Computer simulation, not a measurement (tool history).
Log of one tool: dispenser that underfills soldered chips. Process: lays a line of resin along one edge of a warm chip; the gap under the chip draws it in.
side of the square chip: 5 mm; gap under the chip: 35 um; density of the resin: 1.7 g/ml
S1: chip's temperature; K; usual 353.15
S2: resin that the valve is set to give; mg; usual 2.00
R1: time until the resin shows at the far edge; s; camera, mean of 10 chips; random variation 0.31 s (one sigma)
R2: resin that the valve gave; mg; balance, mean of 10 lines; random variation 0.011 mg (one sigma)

run	hour	S1	S2	R1	R2
1	0.0	353.15	2.00	12.7	1.91
# hour 2.7: new syringe of resin
2	3.9	353.15	2.00	10.3	1.93
3	7.0	353.15	2.00	10.7	1.90
4	9.5	353.15	2.00	11.9	1.90
# hour 13.3: new syringe of resin
5	13.5	353.15	2.00	9.6	1.93
6	17.9	353.15	2.00	11.2	1.90
# hour 22.3: dispensing valve cleaned and set on the balance
7	24.0	347.15	1.93	17.0	1.93

Run 8 comes next. What will it give?
# hour 24.7: new syringe of resin
8	28.1	347.15	1.93	?	?

{"run 8": {"R1": 14.3, "R2": 1.92}}
Without the tool's hidden state the same run would have given R1 12.2 s, R2 1.93 mg.
